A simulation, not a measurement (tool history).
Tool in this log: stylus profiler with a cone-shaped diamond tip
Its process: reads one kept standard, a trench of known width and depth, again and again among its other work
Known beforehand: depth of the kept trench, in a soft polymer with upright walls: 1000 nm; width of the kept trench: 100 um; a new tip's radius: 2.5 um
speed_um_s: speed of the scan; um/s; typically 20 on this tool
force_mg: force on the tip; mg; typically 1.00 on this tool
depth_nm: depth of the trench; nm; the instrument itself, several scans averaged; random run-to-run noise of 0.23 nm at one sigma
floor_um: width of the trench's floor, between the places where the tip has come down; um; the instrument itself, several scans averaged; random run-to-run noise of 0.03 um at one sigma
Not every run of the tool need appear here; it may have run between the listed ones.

run   hour  speed_um_s  force_mg  depth_nm  floor_um
  1    0.0          20      1.00   1011.79     95.13
  2   11.3          29      1.00   1011.62     95.04
  3   25.6          29      1.00   1012.03     95.05
  4   38.7          20      1.00   1011.52     95.11
  5   55.2          20      1.00   1011.76     95.10
  6   70.1          20      1.00   1011.80     95.08
  7   86.0          20      1.00   1011.72     95.03
  8  100.3          20      1.00   1012.12     95.03
  9  119.6          20      1.00   1011.91     95.05
 10  128.5          20      0.44   1008.37     94.99
 11  144.9          20      0.44   1008.32     94.98
 12  162.9          20      1.63   1015.72     95.05
 13  180.6          20      1.00   1012.55     94.97
 14  200.0          20      1.00   1012.32     95.00
 15  217.8          20      1.00   1012.42     95.00
 16  231.6          20      2.70   1021.40     95.05
 17  245.9          20      2.70   1020.91     95.03
 18  262.0          20      2.59   1020.91     94.96
 19  280.2          20      1.00   1012.63     94.91
 20  298.9          20      2.83   1022.25     94.96
 21  308.2          20      2.83   1021.73     95.00
 22  318.5          65      1.00   1012.54     94.54
 23  327.7           8      1.52   1015.80     95.06
 24  338.4          59      0.46   1009.19     94.36
 25  354.3          28      1.22   1014.29     94.80
 26  364.8          28      1.22   1014.51     94.81
 27  380.9          22      1.12   1013.68     94.82
 28  396.3           6      0.91   1012.67     94.95
 29  414.8           6      0.91   1012.68     94.91
 30  433.7          24      1.37   1015.21     94.82
 31  452.8          24      1.37   1015.80     94.77
 32  465.0          16      2.10   1018.81     94.89
 33  475.9          40      2.10   1019.04     94.68
 34  490.9          20      0.93   1012.96     94.74
 35  505.9          20      0.93   1013.11     94.72
 36  523.1          33      0.66   1011.17     94.57
 37  532.2          33      0.66   1011.61     94.56
 38  542.0           9      0.37   1009.54     94.80
 39  560.1          34      0.82   1012.47     94.58
 40  570.7          34      0.82   1012.44     94.59
 41  589.6          34      0.82   1012.53     94.60
 42  601.0          34      0.82   1012.90     94.56
 43  618.3          15      1.99   1019.42     94.75
 44  630.2          15      1.99   1019.16     94.72

For some of the steps in depth_nm from one run to the next: how much would appear even if the tool had no hidden state, given the settings, what came in and random variation, and how much remains for the hidden state plus any gauge scatter that the measured result and the result without hidden state don't share?
What the log doesn't record here: radius of the tip, um; height scale over the true one, %; drift of the gauge itself on depth_nm, %; drift of the gauge itself on floor_um, %.
Run 11 -> 12: force_mg 0.44 -> 1.63. depth_nm +7.40 nm: hidden state +0.09, all else +7.31.
Run 15 -> 16: force_mg 1.00 -> 2.70. depth_nm +8.98 nm: hidden state +0.09, all else +8.89.
Run 19 -> 20: force_mg 1.00 -> 2.83. depth_nm +9.62 nm: hidden state +0.10, all else +9.52.
Run 21 -> 22: speed_um_s 20 -> 65, force_mg 2.83 -> 1.00. depth_nm -9.19 nm: hidden state +0.00, all else -9.19.
Run 42 -> 43: speed_um_s 34 -> 15, force_mg 0.82 -> 1.99. depth_nm +6.52 nm: hidden state +0.10, all else +6.42.
